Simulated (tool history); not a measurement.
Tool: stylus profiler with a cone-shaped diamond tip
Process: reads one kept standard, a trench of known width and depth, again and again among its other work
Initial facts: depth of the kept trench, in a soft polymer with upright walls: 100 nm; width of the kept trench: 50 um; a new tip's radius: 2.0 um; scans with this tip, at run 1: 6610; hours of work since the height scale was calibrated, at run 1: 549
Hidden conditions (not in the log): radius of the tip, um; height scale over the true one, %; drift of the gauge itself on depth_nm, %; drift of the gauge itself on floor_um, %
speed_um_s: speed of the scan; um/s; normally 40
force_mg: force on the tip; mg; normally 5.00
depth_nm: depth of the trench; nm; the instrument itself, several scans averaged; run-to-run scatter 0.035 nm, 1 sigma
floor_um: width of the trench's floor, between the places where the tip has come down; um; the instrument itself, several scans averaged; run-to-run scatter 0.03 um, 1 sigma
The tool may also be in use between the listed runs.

| run | hour | speed_um_s | force_mg | scans with this tip | hours of work since the height scale was calibrated | depth_nm | floor_um |
|---|---|---|---|---|---|---|---|
| 1 | 0.0 | 40 | 5.00 | 6610 | 549 | 102.41 | 48.25 |
| 2 | 13.4 | 38 | 5.00 | 6727 | 559 | 102.35 | 48.33 |
| 3 | 21.3 | 40 | 8.56 | 6796 | 564 | 103.33 | 48.28 |
| 4 | 35.3 | 40 | 8.56 | 6918 | 574 | 103.36 | 48.29 |
| 5 | 47.0 | 40 | 8.56 | 7020 | 583 | 103.34 | 48.27 |
| 6 | 59.7 | 40 | 8.56 | 7131 | 592 | 103.31 | 48.26 |
| 7 | 77.2 | 40 | 8.56 | 7284 | 605 | 103.35 | 48.26 |
| 8 | 88.8 | 111 | 5.00 | 7385 | 613 | 102.36 | 48.11 |
| 9 | 101.9 | 111 | 5.00 | 7499 | 623 | 102.43 | 48.11 |
| 10 | 114.6 | 111 | 5.00 | 7611 | 632 | 102.45 | 48.15 |
| 11 | 129.2 | 111 | 5.00 | 7738 | 642 | 102.40 | 48.15 |
| 12 | 145.0 | 111 | 12.58 | 7876 | 654 | 104.25 | 48.21 |
| 13 | 163.5 | 111 | 12.58 | 8037 | 667 | 104.26 | 48.22 |
| 14 | 172.7 | 40 | 5.00 | 8118 | 674 | 102.41 | 48.22 |
| 15 | 189.1 | 22 | 5.00 | 8261 | 686 | 102.44 | 48.24 |
| 16 | 202.2 | 22 | 5.00 | 8375 | 695 | 102.45 | 48.22 |
| 17 | 219.0 | 22 | 5.00 | 8522 | 708 | 102.45 | 48.23 |
| 18 | 228.3 | 40 | 13.36 | 8603 | 714 | 104.42 | 48.17 |
| 19 | 240.1 | 40 | 13.36 | 8706 | 723 | 104.46 | 48.14 |
| 20 | 253.1 | 40 | 13.36 | 8819 | 732 | 104.45 | 48.15 |
| 21 | 261.7 | 40 | 13.36 | 8894 | 738 | 104.42 | 48.16 |
| 22 | 276.9 | 40 | 6.96 | 9027 | 749 | 102.93 | 48.19 |
| 23 | 290.1 | 40 | 6.96 | 9142 | 759 | 102.99 | 48.16 |
| 24 | 308.9 | 13 | 11.01 | 9306 | 773 | 103.94 | 48.20 |
| 25 | 321.4 | 19 | 5.00 | 9416 | 782 | 102.46 | 48.17 |
| 26 | 333.5 | 44 | 1.72 | 9521 | 791 | 101.34 | 48.09 |
| 27 | 345.5 | 140 | 11.44 | 9625 | 799 | 104.02 | 48.08 |
| 28 | 354.4 | 40 | 9.63 | 9704 | 806 | 103.60 | 48.18 |
| 29 | 372.6 | 40 | 9.63 | 9862 | 819 | 103.63 | 48.16 |
| 30 | 380.8 | 15 | 5.61 | 9934 | 825 | 102.70 | 48.15 |
| 31 | 388.7 | 40 | 2.99 | 10003 | 831 | 101.87 | 48.09 |
| 32 | 403.3 | 11 | 14.39 | 10130 | 841 | 104.65 | 48.15 |
| 33 | 420.2 | 85 | 1.87 | 10278 | 853 | 101.46 | 48.00 |
| 34 | 439.3 | 45 | 3.88 | 10444 | 867 | 102.17 | 48.05 |
| 35 | 450.7 | 51 | 2.23 | 10544 | 875 | 101.55 | 48.03 |
| 36 | 469.4 | 138 | 5.50 | 10707 | 889 | 102.61 | 47.89 |
| 37 | 481.5 | 138 | 5.50 | 10813 | 898 | 102.61 | 47.95 |
| 38 | 497.9 | 138 | 5.50 | 10956 | 910 | 102.69 | 47.94 |
| 39 | 512.1 | 87 | 5.85 | 11080 | 920 | 102.78 | 47.96 |
| 40 | 527.7 | 87 | 3.28 | 11216 | 931 | 102.01 | 47.90 |
| 41 | 540.9 | 65 | 11.27 | 11331 | 941 | 104.06 | 47.99 |
| 42 | 557.0 | 20 | 2.76 | 11472 | 952 | 101.74 | 48.03 |
| 43 | 571.0 | 64 | 5.00 | 11594 | 963 | 102.54 | 47.93 |
| 44 | 583.7 | 98 | 5.76 | 11705 | 972 | 102.75 | 47.98 |
| 45 | 593.8 | 14 | 14.40 | 11792 | 979 | 104.76 | 48.04 |
| 46 | 603.0 | 10 | 6.34 | 11873 | 986 | 102.88 | 48.00 |

Consider 5 possible next runs. They are alternatives, not a sequence: every one starts from the tool as it was left by run 46. What does each give?
| A | 613.1 | 17 | 1.69 | 11961 | 993 | ? | ? |
| B | 613.1 | 27 | 6.34 | 11961 | 993 | ? | ? |
| C | 613.1 | 68 | 6.34 | 11961 | 993 | ? | ? |
| D | 613.1 | 40 | 4.21 | 11961 | 993 | ? | ? |
| E | 613.1 | 14 | 13.81 | 11961 | 993 | ? | ? |

| run | depth_nm | floor_um |
|---|---|---|
| A | 101.47 | 47.98 |
| B | 102.90 | 48.04 |
| C | 102.92 | 47.96 |
| D | 102.29 | 47.97 |
| E | 104.59 | 48.06 |
Without the tool's hidden state the same runs would have given:
| run | depth_nm | floor_um |
|---|---|---|
| A | 101.07 | 48.67 |
| B | 102.50 | 48.73 |
| C | 102.51 | 48.66 |
| D | 101.89 | 48.67 |
| E | 104.17 | 48.76 |
